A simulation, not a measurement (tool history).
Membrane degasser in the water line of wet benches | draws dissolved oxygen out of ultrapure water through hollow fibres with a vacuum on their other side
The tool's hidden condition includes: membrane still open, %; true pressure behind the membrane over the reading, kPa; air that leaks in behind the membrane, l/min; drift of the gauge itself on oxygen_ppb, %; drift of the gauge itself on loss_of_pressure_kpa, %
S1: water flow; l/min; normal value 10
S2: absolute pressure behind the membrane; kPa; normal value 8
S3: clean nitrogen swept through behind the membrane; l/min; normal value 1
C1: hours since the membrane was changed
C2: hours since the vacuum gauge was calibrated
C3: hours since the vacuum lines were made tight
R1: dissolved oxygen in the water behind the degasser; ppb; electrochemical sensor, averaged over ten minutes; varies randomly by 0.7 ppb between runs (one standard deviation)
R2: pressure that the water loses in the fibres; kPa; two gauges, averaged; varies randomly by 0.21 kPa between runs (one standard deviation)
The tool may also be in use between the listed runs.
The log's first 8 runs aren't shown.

run     day  S1     S2    S3    C1    C2    C3     R1      R2
  9  14.046  10      8     1  2123  1561  3763  119.8   65.35
 10  15.646  10      8  0.49  2161  1599  3801  218.9    65.5
 11  16.862  10      8  0.49  2191  1628  3830  220.5   65.04
 12  18.521  10      8  0.49  2230  1668  3870  221.6   65.71
 13  20.308  10      8  0.49  2273  1711  3913  221.8   65.47
 14  22.446  10      8  0.49  2325  1762  3964  220.6   65.57
 15  24.079  10      8  0.49  2364  1802  4004  222.5   65.73
 16   25.95  10      8     1  2409  1847  4049  119.5    65.7
 17  27.042  12      8     1  2435  1873  4075  145.9   78.27
 18  28.133   8  16.33     1  2461  1899  4101  249.7   52.73
 19  30.196   6  18.89  0.55  2511  1948  4150  389.7   39.41
 20  32.196   6  18.89  0.55  2559  1996  4198  389.8   39.31
 21  34.571   6  18.89  0.55  2616  2053  4255  390.8   39.44
 22   35.85  16   5.91  1.43  2646  2084  4286   97.9  104.98
 23  36.879  16   5.91  1.43  2671  2109  4311   97.8  104.74
 24  37.975  11   6.88  0.47  2697  2135  4337  197.6   71.77
 25  39.662  11   6.88  0.47  2738  2176  4378  195.4   71.93
     41.683  -- seals of the vacuum lines changed
 26  41.683  10      8     1  2784  2222     0  120.5   65.71
 27  44.062  10      8     1  2841  2279    57  119.8   65.24
 28  46.104  10      8     1  2890  2328   106  120.1   65.52
 29  47.304  13      8     1  2919  2357   135  158.3   85.21
 30    48.7  13      8     1  2953  2390   168  157.6   85.06
 31  51.083  13      8     1  3010  2448   226  158.6   85.29
 32  52.612   6      8  0.44  3047  2484   262  151.2   39.55

What if the next run were any one of these 4? Each begins from the tool's condition after run 32:
  A  53.942   9     8  0.44  3079  2516  294   ?   ?
  B  53.942  13  7.32  0.44  3079  2516  294   ?   ?
  C  53.942   6  6.77  0.61  3079  2516  294   ?   ?
  D  53.942  14     8  2.76  3079  2516  294   ?   ?

run     R1     R2
  A  219.5  59.58
  B  266.7  85.27
  C   83.9  39.47
  D   78.6  92.08
What these runs would have given with no unlogged condition in the tool:
run     R1     R2
  A  219.2  59.56
  B  266.4  85.25
  C   83.8  39.46
  D   78.5  92.05
